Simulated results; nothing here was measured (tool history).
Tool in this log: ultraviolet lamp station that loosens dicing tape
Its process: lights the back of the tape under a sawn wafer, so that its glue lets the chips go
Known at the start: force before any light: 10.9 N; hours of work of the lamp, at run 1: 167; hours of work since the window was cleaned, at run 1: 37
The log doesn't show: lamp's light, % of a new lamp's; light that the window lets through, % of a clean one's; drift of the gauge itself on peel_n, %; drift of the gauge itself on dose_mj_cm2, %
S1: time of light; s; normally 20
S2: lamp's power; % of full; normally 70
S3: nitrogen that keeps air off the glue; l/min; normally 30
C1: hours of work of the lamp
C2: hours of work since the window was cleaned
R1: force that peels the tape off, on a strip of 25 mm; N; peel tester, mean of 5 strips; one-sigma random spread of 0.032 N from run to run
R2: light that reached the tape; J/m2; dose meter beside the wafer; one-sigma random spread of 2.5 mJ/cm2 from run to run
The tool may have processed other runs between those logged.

{"run": 1, "hour": 0.0, "S1": 20, "S2": 70, "S3": 30, "C1": 167, "C2": 37, "R1": 1.947, "R2": 2590}
{"run": 2, "hour": 5.2, "S1": 20, "S2": 70, "S3": 30, "C1": 170, "C2": 40, "R1": 1.95, "R2": 2590}
{"run": 3, "hour": 10.2, "S1": 20, "S2": 70, "S3": 30, "C1": 173, "C2": 43, "R1": 1.932, "R2": 2590}
{"run": 4, "hour": 14.0, "S1": 20, "S2": 70, "S3": 30, "C1": 175, "C2": 45, "R1": 1.984, "R2": 2570}
{"run": 5, "hour": 20.8, "S1": 20, "S2": 70, "S3": 30, "C1": 180, "C2": 49, "R1": 1.964, "R2": 2550}
{"run": 6, "hour": 27.2, "S1": 20, "S2": 70, "S3": 30, "C1": 183, "C2": 53, "R1": 2.023, "R2": 2550}
{"run": 7, "hour": 34.9, "S1": 20, "S2": 70, "S3": 30, "C1": 188, "C2": 58, "R1": 2.066, "R2": 2500}
{"run": 8, "hour": 39.8, "S1": 20, "S2": 70, "S3": 30, "C1": 191, "C2": 61, "R1": 2.043, "R2": 2550}
{"run": 9, "hour": 46.4, "S1": 20, "S2": 70, "S3": 30, "C1": 195, "C2": 65, "R1": 2.072, "R2": 2500}
{"run": 10, "hour": 53.8, "S1": 20, "S2": 70, "S3": 26, "C1": 200, "C2": 69, "R1": 2.228, "R2": 2480}
{"run": 11, "hour": 62.7, "S1": 20, "S2": 70, "S3": 26, "C1": 205, "C2": 75, "R1": 2.312, "R2": 2470}
{"run": 12, "hour": 68.2, "S1": 20, "S2": 70, "S3": 30, "C1": 208, "C2": 78, "R1": 2.059, "R2": 2450}
{"run": 13, "hour": 72.6, "S1": 20, "S2": 70, "S3": 30, "C1": 211, "C2": 81, "R1": 2.085, "R2": 2460}
{"run": 14, "hour": 81.2, "S1": 20, "S2": 70, "S3": 30, "C1": 216, "C2": 86, "R1": 2.123, "R2": 2410}
{"run": 15, "hour": 88.2, "S1": 20, "S2": 70, "S3": 30, "C1": 221, "C2": 90, "R1": 2.202, "R2": 2430}
{"run": 16, "hour": 94.5, "S1": 20, "S2": 70, "S3": 30, "C1": 224, "C2": 94, "R1": 2.169, "R2": 2420}
{"run": 17, "hour": 103.3, "S1": 20, "S2": 70, "S3": 12, "C1": 230, "C2": 99, "R1": 3.376, "R2": 2410}
{"run": 18, "hour": 108.3, "S1": 20, "S2": 94, "S3": 55, "C1": 233, "C2": 102, "R1": 0.871, "R2": 3240}
{"run": 19, "hour": 116.8, "S1": 15, "S2": 67, "S3": 30, "C1": 238, "C2": 108, "R1": 3.438, "R2": 1680}
{"run": 20, "hour": 120.8, "S1": 20, "S2": 70, "S3": 36, "C1": 240, "C2": 110, "R1": 1.956, "R2": 2390}
{"run": 21, "hour": 129.4, "S1": 10, "S2": 80, "S3": 30, "C1": 246, "C2": 115, "R1": 4.471, "R2": 1360}
{"run": 22, "hour": 134.6, "S1": 20, "S2": 65, "S3": 52, "C1": 249, "C2": 118, "R1": 2.031, "R2": 2190}
{"run": 23, "hour": 139.4, "S1": 22, "S2": 65, "S3": 13, "C1": 252, "C2": 121, "R1": 3.257, "R2": 2380}
{"run": 24, "hour": 144.4, "S1": 11, "S2": 70, "S3": 10, "C1": 255, "C2": 124, "R1": 6.056, "R2": 1260}
{"run": 25, "hour": 151.0, "S1": 28, "S2": 83, "S3": 49, "C1": 259, "C2": 128, "R1": 0.638, "R2": 3850}
{"run": 26, "hour": 157.9, "S1": 25, "S2": 83, "S3": 49, "C1": 263, "C2": 133, "R1": 0.848, "R2": 3420}
{"run": 27, "hour": 163.7, "S1": 28, "S2": 73, "S3": 16, "C1": 266, "C2": 136, "R1": 1.777, "R2": 3350}
{"run": 28, "hour": 170.1, "S1": 10, "S2": 73, "S3": 16, "C1": 270, "C2": 140, "R1": 5.589, "R2": 1180}

For some of the steps in R1 from one run to the next: how much would appear even if the tool had no hidden state, given the settings, what came in and random variation, and how much remains for the hidden state plus any gauge scatter that the measured result and the result without hidden state don't share?
Run 18 -> 19: S1 20 -> 15, S2 94 -> 67, S3 55 -> 30. R1 +2.567 N: hidden state +0.408, all else +2.159.
Run 24 -> 25: S1 11 -> 28, S2 70 -> 83, S3 10 -> 49. R1 -5.418 N: hidden state -0.502, all else -4.916.
Run 27 -> 28: S1 28 -> 10. R1 +3.812 N: hidden state +0.232, all else +3.58.
